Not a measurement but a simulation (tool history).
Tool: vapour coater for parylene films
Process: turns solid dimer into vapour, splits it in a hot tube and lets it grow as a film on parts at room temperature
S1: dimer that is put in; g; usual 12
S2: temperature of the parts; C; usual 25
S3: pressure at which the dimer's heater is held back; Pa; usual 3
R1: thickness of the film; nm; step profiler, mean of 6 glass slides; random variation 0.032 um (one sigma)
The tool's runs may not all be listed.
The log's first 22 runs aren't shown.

{"run": 23, "hour": 545.7, "S1": 10, "S2": 25, "S3": 2.49, "R1": 2540}
{"run": 24, "hour": 568.6, "S1": 11, "S2": 21, "S3": 2.82, "R1": 3050}
{"run": 25, "hour": 584.6, "S1": 11, "S2": 21, "S3": 2.82, "R1": 3040}
{"run": 26, "hour": 604.0, "S1": 6, "S2": 20, "S3": 4.51, "R1": 1560}
{"run": 27, "hour": 637.9, "S1": 10, "S2": 26, "S3": 2.33, "R1": 2480}
{"run": 28, "hour": 655.5, "S1": 10, "S2": 26, "S3": 2.33, "R1": 2450}
{"run": 29, "hour": 680.2, "S1": 10, "S2": 26, "S3": 4.35, "R1": 2160}
{"run": 30, "hour": 713.2, "S1": 16, "S2": 34, "S3": 4.35, "R1": 2630}
{"run": 31, "hour": 737.2, "S1": 16, "S2": 34, "S3": 4.35, "R1": 2610}
{"run": 32, "hour": 770.1, "S1": 6, "S2": 32, "S3": 4.29, "R1": 990}
{"run": 33, "hour": 793.1, "S1": 13, "S2": 28, "S3": 5.91, "R1": 2340}
{"hour": 821.3, "done": "trap's valve overhauled"}
{"run": 34, "hour": 829.3, "S1": 13, "S2": 28, "S3": 5.91, "R1": 2700}
{"run": 35, "hour": 850.6, "S1": 13, "S2": 28, "S3": 5.91, "R1": 2670}
{"run": 36, "hour": 879.6, "S1": 11, "S2": 28, "S3": 5.91, "R1": 2240}
{"run": 37, "hour": 910.4, "S1": 12, "S2": 36, "S3": 3, "R1": 2160}
{"run": 38, "hour": 935.8, "S1": 8, "S2": 28, "S3": 7.96, "R1": 1480}
{"run": 39, "hour": 966.0, "S1": 10, "S2": 30, "S3": 9.63, "R1": 1690}
{"run": 40, "hour": 1003.4, "S1": 11, "S2": 26, "S3": 7.82, "R1": 2120}

Forecast each of these 4 alternatives for the next run:
{"run": "A", "hour": 1030.3, "S1": 12, "S2": 24, "S3": 2.81, "R1": "?"}
{"run": "B", "hour": 1030.3, "S1": 6, "S2": 26, "S3": 2.84, "R1": "?"}
{"run": "C", "hour": 1030.3, "S1": 17, "S2": 25, "S3": 3, "R1": "?"}
{"run": "D", "hour": 1030.3, "S1": 12, "S2": 25, "S3": 10.89, "R1": "?"}

run=A R1=3050
run=B R1=1460
run=C R1=4180
run=D R1=2240
Without the tool's hidden state the same runs would have given:
run=A R1=3310
run=B R1=1580
run=C R1=4540
run=D R1=2440
